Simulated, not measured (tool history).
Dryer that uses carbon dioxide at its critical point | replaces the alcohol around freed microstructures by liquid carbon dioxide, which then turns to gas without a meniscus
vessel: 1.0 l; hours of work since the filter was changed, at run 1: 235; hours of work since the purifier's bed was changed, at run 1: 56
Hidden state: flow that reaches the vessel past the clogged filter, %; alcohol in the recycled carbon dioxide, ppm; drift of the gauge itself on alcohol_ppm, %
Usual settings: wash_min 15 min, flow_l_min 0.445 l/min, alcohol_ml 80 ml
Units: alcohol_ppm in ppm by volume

run	hour	wash_min	flow_l_min	alcohol_ml	hours of work since the filter was changed	hours of work since the purifier's bed was changed	alcohol_ppm
1	0.0	15	0.445	80	235	56	228
2	7.1	15	0.306	80	239	60	1416
3	16.1	15	0.306	80	243	64	1400
4	22.4	23	0.445	80	246	67	28
5	28.7	23	0.445	80	249	70	24
6	35.1	23	0.445	80	252	73	20
7	45.6	23	0.445	80	257	78	32
8	57.0	15	0.311	80	262	83	1315
9	64.5	15	0.311	80	266	87	1331
10	71.9	15	0.373	80	269	90	610
11	83.1	15	0.445	80	275	96	239
12	92.4	15	0.445	80	279	100	238
13	99.6	15	0.445	80	282	104	241
14	109.6	15	0.445	80	287	108	242
15	119.4	15	0.423	80	292	113	323
16	127.4	15	0.344	31	296	117	360
17	134.2	13	0.692	119	299	120	66
18	145.5	12	0.679	42	304	125	43
19	156.6	12	0.594	34	310	131	86
20	162.7	12	0.594	34	312	134	88
21	172.5	15	0.445	50	317	138	168
22	182.4	15	0.445	32	322	143	119
23	192.8	16	0.532	69	327	148	60
24	197.8	16	0.532	69	329	150	61
25	207.1	18	0.319	100	334	155	719

5 ways to go on from here, each from the tool as it stands after run 25. What would each give?
A	215.6	18	0.719	35	338	159	?
B	215.6	21	0.618	59	338	159	?
C	215.6	15	0.424	33	338	159	?
D	215.6	16	0.475	24	338	159	?
E	215.6	12	0.423	100	338	159	?

run	alcohol_ppm
A	20
B	14
C	159
D	55
E	1244
Without the tool's hidden state the same runs would have given:
run	alcohol_ppm
A	3
B	0
C	101
D	27
E	911
